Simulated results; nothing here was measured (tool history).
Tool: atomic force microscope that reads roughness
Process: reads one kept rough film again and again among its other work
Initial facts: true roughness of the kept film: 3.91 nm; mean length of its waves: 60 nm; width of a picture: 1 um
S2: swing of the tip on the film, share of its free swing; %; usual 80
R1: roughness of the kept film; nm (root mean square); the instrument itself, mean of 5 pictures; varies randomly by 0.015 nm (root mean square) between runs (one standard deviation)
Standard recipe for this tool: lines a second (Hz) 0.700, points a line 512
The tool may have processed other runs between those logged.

run 1 hour=0.0 | lines_a_second_(Hz)=0.700 S2=80 points_a_line=512 | R1=3.529
-- hour=11.1 new tip fitted
run 2 hour=27.1 | lines_a_second_(Hz)=0.700 S2=80 points_a_line=477 | R1=3.626
run 3 hour=64.7 | lines_a_second_(Hz)=0.700 S2=80 points_a_line=512 | R1=3.502
-- hour=67.2 new tip fitted
run 4 hour=92.9 | lines_a_second_(Hz)=0.715 S2=80 points_a_line=512 | R1=3.562
run 5 hour=118.5 | lines_a_second_(Hz)=0.715 S2=80 points_a_line=512 | R1=3.494
-- hour=122.4 new tip fitted
run 6 hour=151.3 | lines_a_second_(Hz)=0.715 S2=80 points_a_line=512 | R1=3.584
-- hour=180.4 new tip fitted
run 7 hour=185.4 | lines_a_second_(Hz)=1.071 S2=80 points_a_line=512 | R1=3.559
run 8 hour=212.4 | lines_a_second_(Hz)=0.700 S2=80 points_a_line=512 | R1=3.532
-- hour=235.4 new tip fitted
run 9 hour=242.7 | lines_a_second_(Hz)=0.700 S2=80 points_a_line=512 | R1=3.623
run 10 hour=280.6 | lines_a_second_(Hz)=0.700 S2=80 points_a_line=512 | R1=3.505
-- hour=291.4 new tip fitted
run 11 hour=307.0 | lines_a_second_(Hz)=1.221 S2=80 points_a_line=512 | R1=3.505
run 12 hour=326.1 | lines_a_second_(Hz)=1.221 S2=80 points_a_line=512 | R1=3.428
-- hour=347.3 new tip fitted
run 13 hour=353.4 | lines_a_second_(Hz)=1.221 S2=80 points_a_line=512 | R1=3.527
run 14 hour=383.5 | lines_a_second_(Hz)=0.700 S2=80 points_a_line=512 | R1=3.543
-- hour=402.6 new tip fitted
run 15 hour=402.6 | lines_a_second_(Hz)=0.700 S2=80 points_a_line=512 | R1=3.627
run 16 hour=441.6 | lines_a_second_(Hz)=0.700 S2=80 points_a_line=512 | R1=3.527
-- hour=458.7 new tip fitted
run 17 hour=477.7 | lines_a_second_(Hz)=0.700 S2=80 points_a_line=512 | R1=3.584
run 18 hour=511.9 | lines_a_second_(Hz)=0.700 S2=80 points_a_line=512 | R1=3.487
-- hour=514.9 new tip fitted
run 19 hour=540.7 | lines_a_second_(Hz)=0.700 S2=80 points_a_line=297 | R1=3.560
-- hour=571.4 new tip fitted
run 20 hour=571.4 | lines_a_second_(Hz)=0.507 S2=80 points_a_line=512 | R1=3.680
run 21 hour=609.0 | lines_a_second_(Hz)=0.507 S2=80 points_a_line=512 | R1=3.557
-- hour=628.3 new tip fitted
run 22 hour=630.1 | lines_a_second_(Hz)=0.507 S2=80 points_a_line=512 | R1=3.648
run 23 hour=652.0 | lines_a_second_(Hz)=0.507 S2=80 points_a_line=512 | R1=3.609
run 24 hour=672.9 | lines_a_second_(Hz)=0.507 S2=80 points_a_line=512 | R1=3.556
-- hour=685.1 new tip fitted
run 25 hour=700.9 | lines_a_second_(Hz)=3.213 S2=80 points_a_line=299 | R1=3.167
run 26 hour=725.8 | lines_a_second_(Hz)=0.700 S2=64 points_a_line=938 | R1=3.616
-- hour=741.0 new tip fitted
run 27 hour=758.7 | lines_a_second_(Hz)=0.867 S2=72 points_a_line=292 | R1=3.607
-- hour=761.4 height scale calibrated on a step standard
run 28 hour=777.1 | lines_a_second_(Hz)=2.798 S2=80 points_a_line=512 | R1=3.145
-- hour=797.4 new tip fitted
run 29 hour=806.6 | lines_a_second_(Hz)=2.798 S2=80 points_a_line=512 | R1=3.224
run 30 hour=841.5 | lines_a_second_(Hz)=2.119 S2=67 points_a_line=512 | R1=3.406
-- hour=852.3 new tip fitted
run 31 hour=865.8 | lines_a_second_(Hz)=1.363 S2=80 points_a_line=512 | R1=3.484
run 32 hour=881.7 | lines_a_second_(Hz)=0.775 S2=80 points_a_line=403 | R1=3.500
run 33 hour=899.1 | lines_a_second_(Hz)=0.926 S2=69 points_a_line=403 | R1=3.482
-- hour=909.1 new tip fitted
run 34 hour=936.2 | lines_a_second_(Hz)=1.571 S2=80 points_a_line=295 | R1=3.364
-- hour=955.7 height scale calibrated on a step standard, once more
run 35 hour=963.3 | lines_a_second_(Hz)=1.571 S2=80 points_a_line=295 | R1=3.325

Run 36 comes next. What will it give?
-- hour=967.1 new tip fitted
run 36 hour=994.2 | lines_a_second_(Hz)=2.511 S2=65 points_a_line=340 | R1=?

{"run 36": {"R1": 3.509}}
The same run, on a tool lacking any hidden state, would have yielded R1 3.588 nm (root mean square).
